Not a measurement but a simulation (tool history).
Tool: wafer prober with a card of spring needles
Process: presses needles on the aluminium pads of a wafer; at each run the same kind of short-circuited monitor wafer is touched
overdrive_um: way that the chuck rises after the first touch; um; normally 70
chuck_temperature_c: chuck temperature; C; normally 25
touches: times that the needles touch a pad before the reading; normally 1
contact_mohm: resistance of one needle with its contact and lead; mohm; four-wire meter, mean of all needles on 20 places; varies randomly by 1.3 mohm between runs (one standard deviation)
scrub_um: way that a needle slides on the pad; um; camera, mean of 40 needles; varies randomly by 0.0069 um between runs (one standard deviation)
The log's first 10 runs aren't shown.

run	day	overdrive_um	chuck_temperature_c	touches	touches since the tips were cleaned	cleanings since the card got new needles	touches since the first contact's height was set	contact_mohm	scrub_um
11	11.862	70	25	1	5796	42	102908	110	12.594
# day 12.342: tips cleaned on abrasive film
# day 12.717: height of the first contact set anew
12	13.558	70	25	1	8379	43	5837	112	12.61
# day 13.638: tips cleaned on abrasive film
# day 14.912: tips cleaned on abrasive film
13	15.217	70	25	2	2107	45	17302	113	12.606
# day 16.2: tips cleaned on abrasive film
14	16.871	70	25	2	4643	46	28769	111	12.621
# day 17.475: tips cleaned on abrasive film
15	18.433	70	25	2	6680	47	39624	113	12.607
# day 18.708: tips cleaned on abrasive film
16	19.65	50	25	2	6542	48	48038	115	8.996
# day 19.992: tips cleaned on abrasive film
17	20.9	50	25	2	6288	49	56690	116	8.987
# day 21.246: tips cleaned on abrasive film
# day 22.479: tips cleaned on abrasive film
18	22.529	73	38	2	325	51	67962	115	13.147
19	23.667	70	113	1	8246	51	75883	122	12.615
# day 23.804: tips cleaned on abrasive film
20	24.571	70	113	1	5335	52	82138	124	12.609
# day 25.104: tips cleaned on abrasive film
21	26.038	53	51	2	6487	53	92295	120	9.556
# day 26.367: tips cleaned on abrasive film
22	27.379	83	49	1	7053	54	101612	114	14.948
# day 27.604: tips cleaned on abrasive film
23	28.204	70	43	1	4179	55	107321	115	12.612
# day 28.433: height of the first contact set anew
# day 28.867: tips cleaned on abrasive film
24	29.192	70	26	3	2249	56	5249	111	12.595
25	30.062	52	26	1	8314	56	11314	118	9.365
# day 30.138: tips cleaned on abrasive film
26	31.075	52	26	1	6515	57	18317	115	9.369
# day 31.471: tips cleaned on abrasive film
27	32.692	52	26	1	8500	58	29536	118	9.366
# day 32.796: tips cleaned on abrasive film
28	33.658	64	79	2	5975	59	36206	121	11.518
# day 34.108: tips cleaned on abrasive film
29	35.292	64	79	2	8224	60	47533	122	11.522
# day 35.388: tips cleaned on abrasive film
30	36.383	64	79	2	6905	61	55096	121	11.522
# day 36.65: tips cleaned on abrasive film
31	37.638	64	79	2	6857	62	63792	120	11.538
# day 37.908: tips cleaned on abrasive film
32	39.042	70	88	1	7866	63	73519	118	12.609
# day 39.183: tips cleaned on abrasive film
# day 40.483: tips cleaned on abrasive film
33	40.483	70	123	2	0	65	83488	123	12.6

What if the next run were any one of these 3? Each begins from the tool's condition after run 33:
# day 41.842: tips cleaned on abrasive film
A	42.133	63	32	1	2017	66	94926	?	?
# day 41.842: tips cleaned on abrasive film
B	42.133	51	44	1	2017	66	94926	?	?
# day 41.842: tips cleaned on abrasive film
C	42.133	52	25	3	2017	66	94926	?	?

run	contact_mohm	scrub_um
A	114	11.341
B	116	9.183
C	115	9.368
Had the tool no hidden state, the same runs would have come out as:
run	contact_mohm	scrub_um
A	114	11.342
B	115	9.184
C	115	9.369
